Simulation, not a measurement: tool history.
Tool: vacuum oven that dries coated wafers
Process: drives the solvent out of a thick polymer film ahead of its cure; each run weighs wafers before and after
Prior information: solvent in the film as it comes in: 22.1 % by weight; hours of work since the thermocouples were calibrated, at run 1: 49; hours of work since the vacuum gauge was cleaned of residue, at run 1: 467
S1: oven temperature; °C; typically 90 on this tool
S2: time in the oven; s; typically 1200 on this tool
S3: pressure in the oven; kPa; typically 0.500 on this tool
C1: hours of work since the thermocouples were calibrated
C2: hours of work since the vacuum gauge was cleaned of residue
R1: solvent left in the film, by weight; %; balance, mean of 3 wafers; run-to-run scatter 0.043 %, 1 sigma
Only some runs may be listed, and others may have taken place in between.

run 1 day=0.000 | S1=90 S2=1200 S3=0.500 | C1=49 C2=467 | R1=1.39
run 2 day=1.371 | S1=90 S2=1200 S3=0.500 | C1=71 C2=488 | R1=1.29
run 3 day=3.383 | S1=90 S2=1200 S3=0.500 | C1=102 C2=520 | R1=1.34
run 4 day=4.846 | S1=90 S2=1200 S3=0.500 | C1=125 C2=543 | R1=1.30
run 5 day=6.071 | S1=80 S2=1200 S3=0.500 | C1=144 C2=562 | R1=3.82
run 6 day=7.388 | S1=80 S2=1200 S3=0.500 | C1=165 C2=583 | R1=3.77
run 7 day=8.550 | S1=80 S2=1200 S3=0.500 | C1=183 C2=601 | R1=3.84
run 8 day=10.296 | S1=80 S2=1200 S3=0.500 | C1=211 C2=628 | R1=3.83
run 9 day=11.625 | S1=80 S2=1200 S3=0.500 | C1=231 C2=649 | R1=3.92
run 10 day=12.629 | S1=80 S2=1200 S3=0.500 | C1=247 C2=665 | R1=3.84
run 11 day=14.267 | S1=80 S2=1200 S3=0.500 | C1=273 C2=690 | R1=3.92
run 12 day=16.004 | S1=80 S2=1200 S3=0.500 | C1=300 C2=717 | R1=3.89
run 13 day=16.846 | S1=80 S2=1200 S3=0.500 | C1=313 C2=731 | R1=3.75
run 14 day=18.521 | S1=80 S2=1200 S3=0.500 | C1=339 C2=757 | R1=3.85
run 15 day=20.558 | S1=90 S2=1200 S3=0.274 | C1=371 C2=789 | R1=1.22
run 16 day=22.358 | S1=90 S2=1200 S3=0.274 | C1=399 C2=817 | R1=1.16
run 17 day=23.417 | S1=93 S2=1200 S3=0.500 | C1=416 C2=834 | R1=0.90
run 18 day=24.271 | S1=93 S2=1200 S3=0.500 | C1=429 C2=847 | R1=0.91
run 19 day=25.750 | S1=93 S2=1200 S3=0.500 | C1=452 C2=870 | R1=0.90
run 20 day=26.754 | S1=93 S2=1200 S3=0.500 | C1=468 C2=886 | R1=0.97
run 21 day=27.658 | S1=92 S2=1200 S3=0.500 | C1=482 C2=900 | R1=1.17
run 22 day=28.654 | S1=90 S2=1200 S3=0.500 | C1=498 C2=915 | R1=1.37
run 23 day=30.608 | S1=90 S2=1200 S3=0.500 | C1=529 C2=946 | R1=1.40
run 24 day=31.683 | S1=90 S2=1200 S3=0.500 | C1=545 C2=963 | R1=1.41
run 25 day=33.192 | S1=102 S2=960 S3=0.839 | C1=569 C2=987 | R1=0.65
run 26 day=34.592 | S1=100 S2=1440 S3=0.500 | C1=591 C2=1008 | R1=0.42
run 27 day=36.317 | S1=100 S2=1920 S3=0.469 | C1=618 C2=1035 | R1=0.46
run 28 day=37.942 | S1=90 S2=1020 S3=0.500 | C1=643 C2=1061 | R1=1.81
run 29 day=39.717 | S1=90 S2=600 S3=0.631 | C1=671 C2=1089 | R1=4.44
run 30 day=41.654 | S1=86 S2=1200 S3=1.322 | C1=701 C2=1119 | R1=2.65
run 31 day=42.671 | S1=86 S2=1260 S3=0.830 | C1=717 C2=1135 | R1=2.14
run 32 day=44.562 | S1=83 S2=780 S3=0.417 | C1=747 C2=1165 | R1=5.13
run 33 day=45.550 | S1=90 S2=2100 S3=0.387 | C1=762 C2=1180 | R1=0.67
run 34 day=46.617 | S1=90 S2=2100 S3=0.387 | C1=779 C2=1197 | R1=0.62
run 35 day=48.621 | S1=98 S2=720 S3=0.276 | C1=810 C2=1228 | R1=1.36
run 36 day=49.742 | S1=80 S2=840 S3=0.500 | C1=828 C2=1246 | R1=5.87
run 37 day=50.633 | S1=80 S2=1680 S3=0.500 | C1=842 C2=1260 | R1=2.38
run 38 day=52.188 | S1=80 S2=1680 S3=0.500 | C1=866 C2=1284 | R1=2.33
run 39 day=53.929 | S1=103 S2=720 S3=1.330 | C1=894 C2=1311 | R1=1.07
run 40 day=55.971 | S1=90 S2=1140 S3=0.569 | C1=925 C2=1343 | R1=1.55
run 41 day=57.050 | S1=90 S2=1200 S3=0.371 | C1=942 C2=1360 | R1=1.26
run 42 day=58.854 | S1=101 S2=900 S3=0.305 | C1=971 C2=1388 | R1=0.64
run 43 day=60.608 | S1=90 S2=840 S3=0.420 | C1=998 C2=1416 | R1=2.53
run 44 day=62.442 | S1=90 S2=840 S3=0.420 | C1=1027 C2=1444 | R1=2.55
run 45 day=63.721 | S1=90 S2=840 S3=0.420 | C1=1047 C2=1464 | R1=2.50
run 46 day=64.804 | S1=90 S2=2100 S3=1.479 | C1=1064 C2=1481 | R1=1.29
run 47 day=66.392 | S1=90 S2=2100 S3=1.479 | C1=1089 C2=1506 | R1=1.22

Predict each of these 4 candidate next runs independently; none follows another, all start after run 47:
run A day=67.642 | S1=90 S2=2100 S3=1.955 | C1=1108 C2=1526 | R1=?
run B day=67.642 | S1=81 S2=1200 S3=0.398 | C1=1108 C2=1526 | R1=?
run C day=67.642 | S1=103 S2=660 S3=1.479 | C1=1108 C2=1526 | R1=?
run D day=67.642 | S1=90 S2=1680 S3=0.500 | C1=1108 C2=1526 | R1=?

run=A R1=1.48
run=B R1=3.44
run=C R1=1.29
run=D R1=0.83
Without the tool's unlogged condition, the same runs would have read:
run=A R1=1.19
run=B R1=3.37
run=C R1=1.22
run=D R1=0.55
